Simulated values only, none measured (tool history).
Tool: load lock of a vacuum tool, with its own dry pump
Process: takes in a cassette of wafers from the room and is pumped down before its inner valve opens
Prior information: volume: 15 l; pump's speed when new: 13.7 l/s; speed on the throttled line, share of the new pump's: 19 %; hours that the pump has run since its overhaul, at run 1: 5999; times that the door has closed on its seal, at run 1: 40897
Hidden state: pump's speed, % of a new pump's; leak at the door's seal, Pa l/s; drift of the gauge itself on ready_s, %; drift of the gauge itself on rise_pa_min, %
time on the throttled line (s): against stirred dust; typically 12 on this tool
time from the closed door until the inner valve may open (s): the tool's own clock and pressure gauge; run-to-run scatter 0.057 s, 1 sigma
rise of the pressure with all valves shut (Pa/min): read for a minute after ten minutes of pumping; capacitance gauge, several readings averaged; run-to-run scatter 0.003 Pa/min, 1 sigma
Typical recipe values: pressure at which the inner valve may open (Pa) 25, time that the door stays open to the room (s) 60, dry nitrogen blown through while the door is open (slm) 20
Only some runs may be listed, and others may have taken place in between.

run    hour  time on the throttled line (s)  pressure at which the inner valve may open (Pa)  time that the door stays open to the room (s)  dry nitrogen blown through while the door is open (slm)  hours that the pump has run since its overhaul  times that the door has closed on its seal  incoming humidity of the room's air, %  time from the closed door until the inner valve may open (s)  rise of the pressure with all valves shut (Pa/min)
  1       0                              12                                               25                                             60                                                       20                                            5999                                       40897                                    44.2                                                          19.1                                               0.164
  2   221.4                              12                                               25                                             60                                                       20                                            6220                                       41605                                    48.2                                                         19.05                                               0.172
  3   378.2                              12                                               25                                             60                                                       20                                            6377                                       42106                                    48.7                                                         19.06                                               0.171
  4   565.9                              12                                               25                                             60                                                       20                                            6565                                       42707                                    45.4                                                         19.16                                               0.171
  5   801.4                              12                                               25                                             60                                                       20                                            6800                                       43460                                    46.2                                                         19.21                                               0.172
  6     997                              12                                               25                                             44                                                       20                                            6996                                       44085                                    47.4                                                         19.24                                               0.179
  7  1108.2                              12                                               42                                             44                                                       20                                            7107                                       44441                                    47.7                                                         18.52                                               0.187
  8  1315.6                              12                                               42                                             44                                                       20                                            7314                                       45104                                      47                                                         18.42                                               0.183
  9  1497.1                              12                                               25                                             60                                                       15                                            7496                                       45685                                    42.2                                                         19.14                                               0.192
 10    1632                              20                                               38                                            197                                                       10                                            7631                                       46116                                    45.3                                                          25.1                                               0.238
 11  1775.1                              10                                               19                                             46                                                       22                                            7774                                       46574                                      44                                                         17.87                                               0.197
 12  1994.9                              12                                               24                                             29                                                        6                                            7994                                       47277                                    45.3                                                         19.17                                               0.213
 13  2190.9                              12                                               24                                             29                                                        6                                            8190                                       47903                                    46.9                                                         19.28                                               0.224

Run 14 is up next; what results do you expect?
 14  2328.9                              12                                               24                                             29                                                        6                                            8328                                       48345                                    46.8                                                             ?                                                   ?

{"run 14": {"time from the closed door until the inner valve may open (s)": 19.33, "rise of the pressure with all valves shut (Pa/min)": 0.224}}
If the tool had no hidden condition, the same run with the same run-to-run variation would have returned time from the closed door until the inner valve may open (s) 18.9, rise of the pressure with all valves shut (Pa/min) 0.054.
